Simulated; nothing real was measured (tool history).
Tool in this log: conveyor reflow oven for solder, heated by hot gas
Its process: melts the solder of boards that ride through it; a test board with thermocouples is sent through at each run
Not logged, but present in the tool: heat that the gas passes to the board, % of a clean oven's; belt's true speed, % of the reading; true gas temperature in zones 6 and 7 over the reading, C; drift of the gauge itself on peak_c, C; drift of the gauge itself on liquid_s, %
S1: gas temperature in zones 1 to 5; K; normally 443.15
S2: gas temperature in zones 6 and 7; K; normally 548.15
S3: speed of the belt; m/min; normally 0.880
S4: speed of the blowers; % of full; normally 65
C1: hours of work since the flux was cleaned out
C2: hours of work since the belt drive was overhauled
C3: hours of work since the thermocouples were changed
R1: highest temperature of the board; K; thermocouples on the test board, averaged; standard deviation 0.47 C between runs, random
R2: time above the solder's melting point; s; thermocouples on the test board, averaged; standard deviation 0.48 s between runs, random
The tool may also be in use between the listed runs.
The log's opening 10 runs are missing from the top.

| run | hour | S1 | S2 | S3 | S4 | C1 | C2 | C3 | R1 | R2 |
|---|---|---|---|---|---|---|---|---|---|---|
| 11 | 83.9 | 443.15 | 548.15 | 0.880 | 65 | 88 | 180 | 228 | 525.25 | 38.9 |
| 12 | 89.8 | 443.15 | 548.15 | 0.880 | 65 | 91 | 183 | 231 | 525.85 | 39.7 |
| 13 | 95.7 | 443.15 | 548.15 | 0.880 | 65 | 94 | 186 | 234 | 525.85 | 39.6 |
| 14 | 105.9 | 443.15 | 548.15 | 0.880 | 65 | 100 | 192 | 240 | 525.35 | 37.7 |
|  | 111.7 | flux residue cleaned out of gas plates and filters |
| 15 | 121.9 | 443.15 | 548.15 | 0.880 | 58 | 5 | 198 | 245 | 523.15 | 37.5 |
| 16 | 129.0 | 443.15 | 559.15 | 0.880 | 58 | 9 | 201 | 249 | 532.15 | 42.2 |
| 17 | 137.8 | 428.15 | 546.15 | 0.751 | 77 | 14 | 206 | 254 | 528.25 | 44.3 |
| 18 | 147.8 | 445.15 | 548.15 | 0.880 | 84 | 19 | 211 | 259 | 528.45 | 42.0 |
| 19 | 153.9 | 451.15 | 548.15 | 1.049 | 65 | 22 | 214 | 262 | 519.35 | 30.1 |
| 20 | 159.4 | 451.15 | 548.15 | 1.049 | 65 | 25 | 217 | 265 | 518.85 | 30.1 |
| 21 | 164.9 | 441.15 | 540.15 | 0.741 | 65 | 28 | 220 | 268 | 524.35 | 46.1 |
|  | 178.3 | flux residue cleaned out of gas plates and filters, once more |
| 22 | 180.2 | 432.15 | 542.15 | 0.716 | 62 | 1 | 225 | 273 | 526.75 | 47.4 |
| 23 | 185.0 | 443.15 | 548.15 | 0.934 | 65 | 4 | 228 | 276 | 525.05 | 36.6 |
| 24 | 190.8 | 456.15 | 548.15 | 0.880 | 65 | 7 | 231 | 279 | 529.55 | 43.9 |
| 25 | 200.1 | 447.15 | 554.15 | 0.942 | 88 | 11 | 236 | 284 | 534.05 | 41.6 |
| 26 | 209.0 | 433.15 | 551.15 | 0.944 | 63 | 16 | 240 | 288 | 523.15 | 33.0 |
| 27 | 218.3 | 444.15 | 538.15 | 1.035 | 51 | 21 | 245 | 293 | 507.05 | 20.9 |
| 28 | 223.0 | 439.15 | 560.15 | 0.899 | 89 | 23 | 248 | 296 | 540.15 | 44.2 |
| 29 | 227.6 | 439.15 | 560.15 | 0.899 | 89 | 26 | 250 | 298 | 538.75 | 44.1 |
| 30 | 236.8 | 441.15 | 548.15 | 0.880 | 65 | 31 | 255 | 303 | 526.65 | 39.2 |
| 31 | 241.5 | 441.15 | 548.15 | 0.880 | 65 | 33 | 257 | 305 | 525.75 | 39.8 |

Each row is a separate what-if for the run after 31, all from the same tool condition, not one after another. Results?
| A | 246.4 | 443.15 | 548.15 | 0.880 | 52 | 36 | 260 | 308 | ? | ? |
| B | 246.4 | 443.15 | 548.15 | 0.880 | 81 | 36 | 260 | 308 | ? | ? |
| C | 246.4 | 441.15 | 545.15 | 0.880 | 65 | 36 | 260 | 308 | ? | ? |

| run | R1 | R2 |
|---|---|---|
| A | 523.85 | 37.7 |
| B | 529.45 | 42.1 |
| C | 523.45 | 37.2 |
With no hidden state in the tool, these same runs would have given:
| run | R1 | R2 |
|---|---|---|
| A | 523.55 | 37.3 |
| B | 529.25 | 41.8 |
| C | 523.15 | 36.9 |
